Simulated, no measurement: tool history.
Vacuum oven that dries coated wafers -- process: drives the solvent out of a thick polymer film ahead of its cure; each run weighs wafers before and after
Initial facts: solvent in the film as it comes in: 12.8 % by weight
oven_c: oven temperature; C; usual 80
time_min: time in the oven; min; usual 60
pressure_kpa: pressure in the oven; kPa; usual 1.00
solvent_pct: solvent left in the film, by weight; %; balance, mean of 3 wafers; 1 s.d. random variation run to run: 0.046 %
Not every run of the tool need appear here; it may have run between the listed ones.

| run | hour | oven_c | time_min | pressure_kpa | solvent_pct |
|---|---|---|---|---|---|
| 1 | 0.0 | 80 | 60 | 1.00 | 2.46 |
| 2 | 37.6 | 93 | 60 | 1.00 | 0.77 |
| 3 | 85.8 | 93 | 60 | 1.00 | 0.74 |
| 4 | 136.7 | 93 | 60 | 1.00 | 0.76 |
| 5 | 199.5 | 93 | 60 | 1.00 | 0.82 |
| 6 | 262.8 | 80 | 60 | 0.94 | 2.54 |
| 7 | 294.1 | 80 | 60 | 1.00 | 2.62 |
| 8 | 344.0 | 65 | 60 | 1.00 | 6.29 |
|  | 348.5 | vacuum gauge cleaned of residue and calibrated |
| 9 | 392.2 | 65 | 60 | 1.00 | 6.17 |
| 10 | 433.2 | 67 | 60 | 1.00 | 5.76 |
| 11 | 469.1 | 67 | 60 | 1.00 | 5.69 |
| 12 | 499.0 | 67 | 32 | 0.55 | 7.21 |
| 13 | 525.3 | 67 | 32 | 0.55 | 7.33 |
| 14 | 556.7 | 79 | 103 | 2.35 | 2.89 |
| 15 | 592.3 | 94 | 104 | 3.80 | 1.95 |
| 16 | 623.7 | 92 | 60 | 3.66 | 2.39 |
| 17 | 654.9 | 92 | 60 | 3.66 | 2.45 |
|  | 662.3 | oven's thermocouples calibrated |
| 18 | 697.9 | 80 | 87 | 3.55 | 3.55 |
|  | 718.7 | vacuum gauge cleaned of residue and calibrated, once more |
| 19 | 758.1 | 80 | 87 | 3.55 | 3.35 |
| 20 | 787.3 | 80 | 93 | 3.55 | 3.35 |

Predict each of these 4 candidate next runs independently; none follows another, all start after run 20:
| A | 838.3 | 69 | 93 | 0.71 | ? |
| B | 838.3 | 80 | 39 | 3.53 | ? |
| C | 838.3 | 80 | 93 | 1.41 | ? |
| D | 838.3 | 80 | 103 | 3.55 | ? |

| run | solvent_pct |
|---|---|
| A | 2.92 |
| B | 5.15 |
| C | 1.61 |
| D | 3.23 |
The same runs, with their run-to-run variation unchanged, on a tool lacking any hidden condition would have given:
| run | solvent_pct |
|---|---|
| A | 2.78 |
| B | 5.03 |
| C | 1.53 |
| D | 3.13 |

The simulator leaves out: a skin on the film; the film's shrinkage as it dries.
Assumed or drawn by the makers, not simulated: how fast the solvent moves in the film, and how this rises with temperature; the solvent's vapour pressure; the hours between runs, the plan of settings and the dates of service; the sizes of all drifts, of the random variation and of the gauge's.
